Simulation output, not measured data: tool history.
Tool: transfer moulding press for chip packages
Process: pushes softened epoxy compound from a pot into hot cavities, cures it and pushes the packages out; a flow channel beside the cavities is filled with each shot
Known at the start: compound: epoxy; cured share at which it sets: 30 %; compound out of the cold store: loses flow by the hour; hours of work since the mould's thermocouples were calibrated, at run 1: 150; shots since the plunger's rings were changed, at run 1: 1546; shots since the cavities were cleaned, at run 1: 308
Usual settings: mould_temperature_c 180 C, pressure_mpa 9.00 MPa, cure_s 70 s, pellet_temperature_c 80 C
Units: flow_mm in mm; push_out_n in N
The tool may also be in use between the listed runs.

| run | hour | mould_temperature_c | pressure_mpa | cure_s | pellet_temperature_c | hours of work since the mould's thermocouples were calibrated | shots since the plunger's rings were changed | shots since the cavities were cleaned | incoming compound's hours out of the cold store | flow_mm | push_out_n |
|---|---|---|---|---|---|---|---|---|---|---|---|
| 1 | 0.0 | 180 | 9.00 | 70 | 80 | 150 | 1546 | 308 | 35.0 | 872 | 230 |
|  | 8.0 | cavities cleaned with cleaning compound and waxed |
| 2 | 11.8 | 180 | 9.00 | 70 | 80 | 157 | 1725 | 66 | 8.5 | 1045 | 256 |
| 3 | 17.2 | 180 | 9.00 | 70 | 80 | 161 | 1820 | 161 | 47.6 | 800 | 231 |
| 4 | 24.1 | 180 | 9.00 | 70 | 80 | 165 | 1940 | 281 | 15.1 | 994 | 241 |
| 5 | 31.6 | 180 | 9.00 | 70 | 80 | 170 | 2070 | 411 | 20.6 | 958 | 240 |
|  | 34.0 | cavities cleaned with cleaning compound and waxed |
| 6 | 43.5 | 180 | 9.00 | 70 | 72 | 177 | 2252 | 165 | 27.5 | 921 | 245 |
| 7 | 50.8 | 180 | 9.00 | 70 | 72 | 182 | 2379 | 292 | 46.6 | 807 | 240 |
|  | 60.1 | cavities cleaned with cleaning compound and waxed |
| 8 | 62.2 | 180 | 9.00 | 70 | 72 | 189 | 2551 | 37 | 8.9 | 1037 | 253 |
| 9 | 69.8 | 180 | 9.00 | 70 | 75 | 194 | 2683 | 169 | 11.9 | 1015 | 251 |
| 10 | 75.0 | 180 | 9.00 | 70 | 75 | 198 | 2773 | 259 | 13.1 | 1007 | 252 |
| 11 | 82.7 | 180 | 9.00 | 70 | 75 | 203 | 2908 | 394 | 18.1 | 977 | 245 |
|  | 85.6 | cavities cleaned with cleaning compound and waxed |
| 12 | 89.7 | 180 | 9.00 | 70 | 75 | 207 | 3004 | 71 | 21.6 | 953 | 238 |
| 13 | 98.6 | 180 | 9.00 | 94 | 75 | 213 | 3159 | 226 | 47.1 | 803 | 195 |
| 14 | 105.7 | 180 | 9.00 | 94 | 75 | 218 | 3283 | 350 | 47.5 | 810 | 188 |
|  | 111.0 | cavities cleaned with cleaning compound and waxed |
| 15 | 115.3 | 180 | 9.00 | 94 | 75 | 223 | 3424 | 75 | 32.0 | 888 | 188 |
| 16 | 122.1 | 184 | 9.04 | 67 | 76 | 228 | 3543 | 194 | 39.6 | 839 | 213 |
| 17 | 127.3 | 180 | 9.00 | 70 | 78 | 231 | 3633 | 284 | 17.8 | 977 | 242 |
| 18 | 133.5 | 180 | 10.44 | 65 | 83 | 235 | 3740 | 391 | 41.0 | 901 | 254 |
|  | 136.6 | cavities cleaned with cleaning compound and waxed |
| 19 | 145.4 | 173 | 7.82 | 70 | 80 | 242 | 3921 | 153 | 21.1 | 908 | 376 |
| 20 | 152.7 | 180 | 8.09 | 66 | 80 | 247 | 4049 | 281 | 12.3 | 956 | 274 |
|  | 162.1 | cavities cleaned with cleaning compound and waxed |
| 21 | 164.3 | 180 | 8.09 | 66 | 80 | 254 | 4225 | 39 | 25.8 | 875 | 266 |
| 22 | 174.5 | 180 | 8.09 | 66 | 80 | 261 | 4402 | 216 | 11.4 | 968 | 280 |
| 23 | 179.3 | 184 | 9.00 | 70 | 86 | 264 | 4485 | 299 | 28.9 | 891 | 208 |
| 24 | 184.8 | 175 | 7.35 | 70 | 80 | 268 | 4581 | 395 | 43.6 | 751 | 295 |
|  | 187.7 | cavities cleaned with cleaning compound and waxed |
| 25 | 192.2 | 180 | 9.48 | 94 | 83 | 272 | 4684 | 78 | 19.6 | 988 | 191 |
| 26 | 200.2 | 180 | 9.48 | 94 | 83 | 277 | 4824 | 218 | 40.4 | 862 | 189 |
| 27 | 205.9 | 180 | 9.48 | 94 | 83 | 281 | 4922 | 316 | 30.7 | 921 | 199 |

Forecast each of these 3 alternatives for the next run:
| A | 210.1 | 180 | 9.48 | 94 | 77 | 284 | 4996 | 390 | 12.6 | ? | ? |
| B | 210.1 | 184 | 9.48 | 94 | 83 | 284 | 4996 | 390 | 40.2 | ? | ? |
| C | 210.1 | 178 | 7.34 | 72 | 83 | 284 | 4996 | 390 | 14.1 | ? | ? |

| run | flow_mm | push_out_n |
|---|---|---|
| A | 1037 | 194 |
| B | 852 | 195 |
| C | 915 | 258 |
Without the tool's hidden state the same runs would have given:
| run | flow_mm | push_out_n |
|---|---|---|
| A | 1038 | 193 |
| B | 853 | 194 |
| C | 916 | 257 |
